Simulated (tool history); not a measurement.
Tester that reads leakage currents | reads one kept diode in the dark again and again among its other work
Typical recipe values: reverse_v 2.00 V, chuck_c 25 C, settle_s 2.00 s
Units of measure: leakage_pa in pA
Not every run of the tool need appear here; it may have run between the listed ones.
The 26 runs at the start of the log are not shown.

| run | hour | reverse_v | chuck_c | settle_s | hours of work since the probe card was cleaned | hours of work since the tester was calibrated | hours of work since the chuck was calibrated | leakage_pa |
|---|---|---|---|---|---|---|---|---|
| 27 | 2192.7 | 3.17 | 57 | 5.93 | 2152 | 632 | 418 | 1357.98 |
| 28 | 2281.8 | 3.17 | 21 | 0.49 | 2205 | 685 | 471 | 71.53 |
| 29 | 2338.3 | 1.37 | 59 | 0.48 | 2239 | 719 | 505 | 1019.32 |
| 30 | 2396.6 | 15.75 | 21 | 2.00 | 2273 | 754 | 540 | 178.67 |
| 31 | 2480.1 | 15.75 | 21 | 2.00 | 2323 | 803 | 589 | 179.76 |
| 32 | 2565.8 | 2.00 | 25 | 5.26 | 2374 | 854 | 640 | 77.92 |
| 33 | 2653.5 | 3.45 | 25 | 6.32 | 2426 | 906 | 692 | 105.23 |
| 34 | 2729.3 | 8.49 | 39 | 2.00 | 2471 | 951 | 737 | 566.24 |
| 35 | 2825.2 | 2.00 | 21 | 2.00 | 2528 | 1008 | 794 | 55.62 |
| 36 | 2928.3 | 11.95 | 31 | 0.50 | 2590 | 1070 | 856 | 362.80 |
| 37 | 2996.7 | 11.95 | 31 | 0.50 | 2630 | 1110 | 896 | 361.24 |
| 38 | 3059.7 | 19.61 | 27 | 0.36 | 2668 | 1148 | 934 | 355.39 |
| 39 | 3118.9 | 19.61 | 27 | 0.36 | 2703 | 1183 | 969 | 356.96 |
| 40 | 3188.9 | 4.68 | 52 | 1.44 | 2744 | 1225 | 1011 | 1175.92 |

Predict each of these 3 candidate next runs independently; none follows another, all start after run 40:
| A | 3250.7 | 16.23 | 35 | 0.72 | 2781 | 1261 | 1047 | ? |
| B | 3250.7 | 4.68 | 54 | 0.61 | 2781 | 1261 | 1047 | ? |
| C | 3250.7 | 4.40 | 24 | 1.22 | 2781 | 1261 | 1047 | ? |

| run | leakage_pa |
|---|---|
| A | 596.44 |
| B | 1371.74 |
| C | 114.17 |
Take away the tool's hidden state, keep each run's random variation, and the runs would have read:
| run | leakage_pa |
|---|---|
| A | 547.28 |
| B | 1318.92 |
| C | 102.29 |
